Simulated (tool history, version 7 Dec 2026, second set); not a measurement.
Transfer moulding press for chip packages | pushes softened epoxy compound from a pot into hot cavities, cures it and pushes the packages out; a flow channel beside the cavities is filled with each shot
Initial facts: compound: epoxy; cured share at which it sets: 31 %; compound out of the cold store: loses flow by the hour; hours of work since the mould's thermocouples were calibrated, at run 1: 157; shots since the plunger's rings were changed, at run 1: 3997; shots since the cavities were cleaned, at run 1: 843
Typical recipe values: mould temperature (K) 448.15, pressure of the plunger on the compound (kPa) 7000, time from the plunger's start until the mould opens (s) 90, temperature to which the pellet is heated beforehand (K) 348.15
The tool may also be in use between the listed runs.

run	hour	mould temperature (K)	pressure of the plunger on the compound (kPa)	time from the plunger's start until the mould opens (s)	temperature to which the pellet is heated beforehand (K)	hours of work since the mould's thermocouples were calibrated	shots since the plunger's rings were changed	shots since the cavities were cleaned	incoming compound's hours out of the cold store	length that the compound runs in the flow channel (mm)	greatest force on the pins that push the packages out (N)
1	0.0	448.15	7000	90	348.15	157	3997	843	24.1	868	832
# hour 4.3: cavities cleaned with cleaning compound and waxed
2	9.0	448.15	7000	90	348.15	163	4105	67	22.2	875	520
3	16.2	448.15	7000	90	348.15	168	4210	172	38.7	805	547
4	25.1	448.15	7000	90	348.15	174	4340	302	20.6	875	651
5	34.1	448.15	7000	90	348.15	180	4470	432	23.6	871	722
6	42.6	448.15	7000	90	348.15	186	4594	556	17.7	895	772
7	48.5	448.15	7000	90	348.15	190	4678	640	36.7	795	766
8	53.3	448.15	7000	90	348.15	194	4748	710	23.3	861	813
9	59.2	448.15	7000	90	348.15	198	4834	796	18.5	882	880
# hour 67.0: cavities cleaned with cleaning compound and waxed
10	67.4	448.15	7000	90	348.15	203	4931	5	46.4	751	443
11	75.4	448.15	7000	90	348.15	208	5047	121	45.4	759	522
12	80.1	448.15	7000	90	348.15	212	5115	189	27.8	829	583
13	88.7	448.15	7000	90	348.15	218	5241	315	15.4	902	706
14	96.6	448.15	7000	90	348.15	223	5356	430	24.8	847	720
15	104.2	448.15	7000	90	348.15	228	5465	539	15.7	887	775
16	111.7	446.15	7000	106	348.15	234	5575	649	32.1	810	637
17	116.4	446.15	7000	106	348.15	237	5642	716	43.2	763	630
# hour 120.7: plunger's sealing rings changed
18	127.9	446.15	7000	95	348.15	243	104	847	22.5	955	883
# hour 132.3: cavities cleaned with cleaning compound and waxed
19	134.7	450.15	7540	72	348.15	247	181	35	41.3	863	674
# hour 137.2: mould's thermocouples calibrated
20	142.8	450.15	7540	72	348.15	4	270	124	20.1	976	840
21	148.9	450.15	7540	72	348.15	8	358	212	10.1	1028	954
22	156.9	450.15	7540	72	348.15	14	474	328	17.7	983	996

What does the tool deliver on the next run?
# hour 162.1: mould's thermocouples calibrated, once more
23	165.8	450.15	7540	73	338.15	3	574	428	37.2	?	?

{"run 23": {"length that the compound runs in the flow channel (mm)": 884, "greatest force on the pins that push the packages out (N)": 978}}
Minus the tool's unlogged condition, the same run would have read length that the compound runs in the flow channel (mm) 893, greatest force on the pins that push the packages out (N) 632.
